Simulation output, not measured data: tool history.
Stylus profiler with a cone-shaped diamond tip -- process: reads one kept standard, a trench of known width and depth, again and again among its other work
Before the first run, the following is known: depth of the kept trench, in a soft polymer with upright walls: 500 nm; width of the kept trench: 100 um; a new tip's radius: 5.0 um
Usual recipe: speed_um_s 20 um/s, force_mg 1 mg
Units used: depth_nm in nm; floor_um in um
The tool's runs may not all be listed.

Run 1, day 0: usual settings. Result: depth_nm 504.56 nm, floor_um 95.48 um.
Run 2, day 2.292: usual settings. Result: depth_nm 504.29 nm, floor_um 95.55 um.
At day 4.804: new tip fitted, height scale calibrated.
Run 3, day 4.804: usual settings. Result: depth_nm 504.55 nm, floor_um 95.53 um.
Run 4, day 7.533: usual settings but speed_um_s 5 um/s. Result: depth_nm 504.34 nm, floor_um 95.6 um.
Run 5, day 10.625: usual settings but force_mg 1.1 mg. Result: depth_nm 504.56 nm, floor_um 95.55 um.
Run 6, day 13.75: usual settings but force_mg 1.1 mg. Result: depth_nm 504.55 nm, floor_um 95.56 um.
Run 7, day 15.4: usual settings but speed_um_s 53 um/s, force_mg 1.1 mg. Result: depth_nm 504.72 nm, floor_um 95.34 um.
Run 8, day 17.138: usual settings but force_mg 0.71 mg. Result: depth_nm 503.38 nm, floor_um 95.53 um.
Run 9, day 19.025: usual settings but force_mg 0.71 mg. Result: depth_nm 503.53 nm, floor_um 95.52 um.
Run 10, day 21.983: usual settings but force_mg 0.71 mg. Result: depth_nm 503.39 nm, floor_um 95.53 um.
Run 11, day 24.167: usual settings but force_mg 1.45 mg. Result: depth_nm 505.51 nm, floor_um 95.51 um.
Run 12, day 27.271: usual settings. Result: depth_nm 504.18 nm, floor_um 95.48 um.
Run 13, day 29.067: usual settings. Result: depth_nm 504.05 nm, floor_um 95.48 um.
Run 14, day 30.867: usual settings. Result: depth_nm 504.47 nm, floor_um 95.51 um.
Run 15, day 33.467: usual settings. Result: depth_nm 504.37 nm, floor_um 95.55 um.
Run 16, day 36.979: usual settings. Result: depth_nm 504.43 nm, floor_um 95.48 um.
Run 17, day 40.5: usual settings. Result: depth_nm 504.34 nm, floor_um 95.48 um.
Run 18, day 42.504: usual settings but force_mg 0.79 mg. Result: depth_nm 503.82 nm, floor_um 95.46 um.
Run 19, day 44.575: usual settings but speed_um_s 43 um/s, force_mg 0.47 mg. Result: depth_nm 502.52 nm, floor_um 95.23 um.
Run 20, day 47.279: usual settings but speed_um_s 9 um/s, force_mg 1.75 mg. Result: depth_nm 506.07 nm, floor_um 95.58 um.
Run 21, day 48.842: usual settings but speed_um_s 9 um/s, force_mg 1.75 mg. Result: depth_nm 506.47 nm, floor_um 95.59 um.
Run 22, day 52.221: usual settings but speed_um_s 33 um/s, force_mg 1.66 mg. Result: depth_nm 506.11 nm, floor_um 95.44 um.
Run 23, day 54.317: usual settings but speed_um_s 8 um/s, force_mg 0.89 mg. Result: depth_nm 504.17 nm, floor_um 95.6 um.
Run 24, day 56.1: usual settings but speed_um_s 26 um/s, force_mg 2.72 mg. Result: depth_nm 508.45 nm, floor_um 95.51 um.
Run 25, day 58.838: usual settings but speed_um_s 25 um/s, force_mg 1.31 mg. Result: depth_nm 505.03 nm, floor_um 95.52 um.
Run 26, day 60.554: usual settings but speed_um_s 26 um/s, force_mg 0.39 mg. Result: depth_nm 502.1 nm, floor_um 95.37 um.
Run 27, day 62.079: usual settings but speed_um_s 26 um/s, force_mg 0.39 mg. Result: depth_nm 502.31 nm, floor_um 95.37 um.
Run 28, day 65.117: usual settings but force_mg 1.19 mg. Result: depth_nm 504.76 nm, floor_um 95.51 um.
Run 29, day 68.083: usual settings but speed_um_s 46 um/s, force_mg 0.87 mg. Result: depth_nm 503.86 nm, floor_um 95.35 um.
Run 30, day 70.812: usual settings but speed_um_s 46 um/s, force_mg 0.87 mg. Result: depth_nm 503.9 nm, floor_um 95.35 um.
Run 31, day 73.096: usual settings but speed_um_s 41 um/s, force_mg 2.74 mg. Result: depth_nm 508.46 nm, floor_um 95.51 um.
Run 32, day 75.367: usual settings but speed_um_s 41 um/s, force_mg 2.74 mg. Result: depth_nm 508.48 nm, floor_um 95.46 um.
Run 33, day 78.279: usual settings but speed_um_s 8 um/s, force_mg 1.09 mg. Result: depth_nm 504.47 nm, floor_um 95.54 um.
Run 34, day 80.121: usual settings but force_mg 2.07 mg. Result: depth_nm 506.71 nm, floor_um 95.51 um.
Run 35, day 83.283: usual settings but force_mg 2.07 mg. Result: depth_nm 507.03 nm, floor_um 95.5 um.
At day 85.271: new tip fitted, height scale calibrated.
Run 36, day 86.762: usual settings but force_mg 2.07 mg. Result: depth_nm 506.92 nm, floor_um 95.53 um.

Some steps in floor_um between neighbouring runs. How much of each would the tool show without its hidden state too (settings, what came in, random variation), and how much is left for the hidden state, with any gauge scatter that isn't in both results?
The tool's hidden condition here consists of: radius of the tip, um; height scale over the true one, %; drift of the gauge itself on depth_nm, %; drift of the gauge itself on floor_um, %.
Run 2 -> 3: new tip fitted, height scale calibrated. floor_um -0.02 um: hidden state +0.03, all else -0.05.
Run 6 -> 7: speed_um_s 20 -> 53. floor_um -0.22 um: hidden state -0.01, all else -0.21.
Run 18 -> 19: speed_um_s 20 -> 43, force_mg 0.79 -> 0.47. floor_um -0.23 um: hidden state +0, all else -0.23.
Run 19 -> 20: speed_um_s 43 -> 9, force_mg 0.47 -> 1.75. floor_um +0.35 um: hidden state +0, all else +0.35.
Run 35 -> 36: new tip fitted, height scale calibrated. floor_um +0.03 um: hidden state +0.03, all else +0.
